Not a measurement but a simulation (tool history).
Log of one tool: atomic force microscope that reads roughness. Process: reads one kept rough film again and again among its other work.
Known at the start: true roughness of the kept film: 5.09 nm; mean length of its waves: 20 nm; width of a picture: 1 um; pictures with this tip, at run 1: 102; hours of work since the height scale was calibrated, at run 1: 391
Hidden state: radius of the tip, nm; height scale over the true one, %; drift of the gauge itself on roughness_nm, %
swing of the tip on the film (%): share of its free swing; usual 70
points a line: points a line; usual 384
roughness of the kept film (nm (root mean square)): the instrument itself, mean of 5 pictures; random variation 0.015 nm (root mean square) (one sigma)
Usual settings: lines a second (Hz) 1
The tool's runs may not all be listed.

run,hour,lines a second (Hz),swing of the tip on the film (%),points a line,pictures with this tip,hours of work since the height scale was calibrated,roughness of the kept film (nm (root mean square))
1,0,1,70,384,102,391,2.692
2,23.4,1,70,384,131,404,2.52
3,56.4,1,70,384,173,422,2.338
4,82.9,1,70,384,207,436,2.215
5,120.7,1,70,384,254,457,2.049
6,165.7,1,70,384,311,481,1.861
7,212.7,0.63,70,384,371,507,1.726
# hour 217.5: new tip fitted
8,253.7,1,70,384,46,529,3.192
9,296.8,1,70,384,100,553,2.792
10,343.1,1,70,273,159,578,2.444
11,386.9,1,70,273,214,602,2.215
12,419.6,1,71,384,255,620,2.099
13,462.2,0.77,60,324,309,643,1.945
14,509.6,0.77,60,324,369,669,1.793
# hour 516.4: new tip fitted
15,552.2,3.19,70,523,45,692,2.95
16,580.8,3.19,70,523,81,707,2.73
17,626.3,1,81,546,139,732,2.538
18,646.6,1,61,987,164,743,2.526
19,672.1,1,61,987,197,757,2.361

3 ways to go on from here, each from the tool as it stands after run 19. What would each give?
A,701.5,2.36,89,576,234,773,?
B,701.5,1.68,63,987,234,773,?
C,701.5,2.38,79,446,234,773,?

run,roughness of the kept film (nm (root mean square))
A,1.877
B,2.198
C,1.983
Without the tool's hidden state the same runs would have given:
run,roughness of the kept film (nm (root mean square))
A,3.103
B,3.635
C,3.284
